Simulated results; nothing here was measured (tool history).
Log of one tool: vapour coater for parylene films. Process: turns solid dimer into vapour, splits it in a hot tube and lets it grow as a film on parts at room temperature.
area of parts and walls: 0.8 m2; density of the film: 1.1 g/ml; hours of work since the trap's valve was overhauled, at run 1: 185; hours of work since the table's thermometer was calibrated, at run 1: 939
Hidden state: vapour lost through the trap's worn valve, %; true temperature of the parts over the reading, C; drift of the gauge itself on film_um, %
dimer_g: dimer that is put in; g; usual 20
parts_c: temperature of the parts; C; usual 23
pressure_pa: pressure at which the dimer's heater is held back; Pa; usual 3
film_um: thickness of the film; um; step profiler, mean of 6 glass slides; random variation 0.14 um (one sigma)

run     day  dimer_g  parts_c  pressure_pa  hours of work since the trap's valve was overhauled  hours of work since the table's thermometer was calibrated  film_um
  1       0       20       23            3                                                  185                                                         939    16.26
  2   1.371       20       33            3                                                  203                                                         958     13.3
  3   2.379        8       33            3                                                  217                                                         972     5.32
  4   3.346       20       18            3                                                  230                                                         985    17.62
  5   4.933       20       18            3                                                  252                                                        1006    17.93
  6   6.729       20       23            3                                                  276                                                        1031     16.2
  7   8.179       20       17            3                                                  296                                                        1051    18.07
  8   9.942       20       17            3                                                  320                                                        1075    17.85
  9  11.604       20       23         4.49                                                  343                                                        1097    15.47
 10  13.325       20       23         4.49                                                  366                                                        1121    15.11
 11  14.417       20       23         4.49                                                  381                                                        1136    15.23
 12  15.492       20       23         4.49                                                  396                                                        1150    15.13
 13  16.717       20       23         4.49                                                  412                                                        1167    14.99
 14  18.096       20       23            3                                                  431                                                        1186    15.94
 15  19.892       20       23            3                                                  456                                                        1210    15.92
 16  21.379       16       23         2.81                                                  476                                                        1230    12.84
 17  22.554       16       23         2.81                                                  492                                                        1246    12.72
 18  24.096       30       23         4.41                                                  513                                                        1267    22.74
 19  25.829       30       23         4.41                                                  537                                                        1291    22.79
 20  27.362        8       18         4.41                                                  557                                                        1312      6.6
 21  28.483       17       21         3.08                                                  573                                                        1327    13.81
 22  30.138       20       23         2.13                                                  595                                                        1350    16.34
 23  31.642       12       18         2.13                                                  616                                                        1370    10.78
 24  33.338       12       15         2.13                                                  639                                                        1393    11.55
 25  35.025       27       23            3                                                  662                                                        1416    21.06
     36.217  -- trap's valve overhauled
 26  36.971       20       18            3                                                   10                                                        1441    18.04
 27  38.221       19       29         3.13                                                   27                                                        1458    13.85

The same runs without the tool's hidden state, with the same run-to-run variation:
run  film_um
  1    16.71
  2    13.69
  3     5.48
  4    18.17
  5    18.52
  6    16.76
  7    18.74
  8    18.54
  9    16.09
 10    15.75
 11    15.89
 12    15.81
 13    15.68
 14    16.71
 15    16.71
 16     13.5
 17     13.4
 18    23.98
 19    24.08
 20     6.99
 21    14.64
 22    17.35
 23    11.46
 24     12.3
 25    22.48
 26    18.34
 27     14.1
